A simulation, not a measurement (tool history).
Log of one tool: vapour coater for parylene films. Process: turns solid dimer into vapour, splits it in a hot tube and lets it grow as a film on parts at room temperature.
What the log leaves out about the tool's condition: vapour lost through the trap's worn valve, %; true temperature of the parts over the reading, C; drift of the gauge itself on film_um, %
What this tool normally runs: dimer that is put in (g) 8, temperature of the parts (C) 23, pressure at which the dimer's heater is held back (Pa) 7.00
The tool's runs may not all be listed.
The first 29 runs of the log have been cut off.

run,hour,dimer that is put in (g),temperature of the parts (C),pressure at which the dimer's heater is held back (Pa),hours of work since the trap's valve was overhauled,hours of work since the table's thermometer was calibrated,thickness of the film (µm)
30,1090.3,7,27,4.36,266,46,2.38
31,1126.9,8,29,5.74,298,79,2.36
32,1173.9,4,34,4.79,339,120,1.02
33,1218.8,10,26,7.00,379,160,3.10
34,1265.2,10,26,7.00,420,201,3.09
35,1301.1,10,26,7.00,452,232,3.05
36,1339.3,10,20,5.59,485,266,4.06
37,1374.4,7,23,4.43,516,297,2.63
38,1414.7,5,23,7.00,552,332,1.68
39,1457.7,3,17,11.71,590,370,1.13
# hour 1475.3: trap's valve overhauled
40,1497.2,9,17,11.71,19,402,3.93
41,1552.2,6,33,8.95,68,450,1.43
42,1591.7,12,33,8.95,103,485,2.85
43,1622.8,12,33,8.95,130,512,2.83
44,1671.3,8,23,7.00,173,555,2.92
45,1710.0,14,23,2.22,207,589,6.41
46,1758.9,14,23,2.22,250,632,6.21

Branching from run 46: 3 alternative next runs. What would each branch give?
A,1783.5,6,26,4.28,272,654,?
B,1783.5,3,21,5.39,272,654,?
C,1783.5,7,23,2.22,272,654,?

run,thickness of the film (µm)
A,2.10
B,1.24
C,3.19
Take away the tool's hidden state, keep each run's random variation, and the runs would have read:
run,thickness of the film (µm)
A,2.28
B,1.35
C,3.47

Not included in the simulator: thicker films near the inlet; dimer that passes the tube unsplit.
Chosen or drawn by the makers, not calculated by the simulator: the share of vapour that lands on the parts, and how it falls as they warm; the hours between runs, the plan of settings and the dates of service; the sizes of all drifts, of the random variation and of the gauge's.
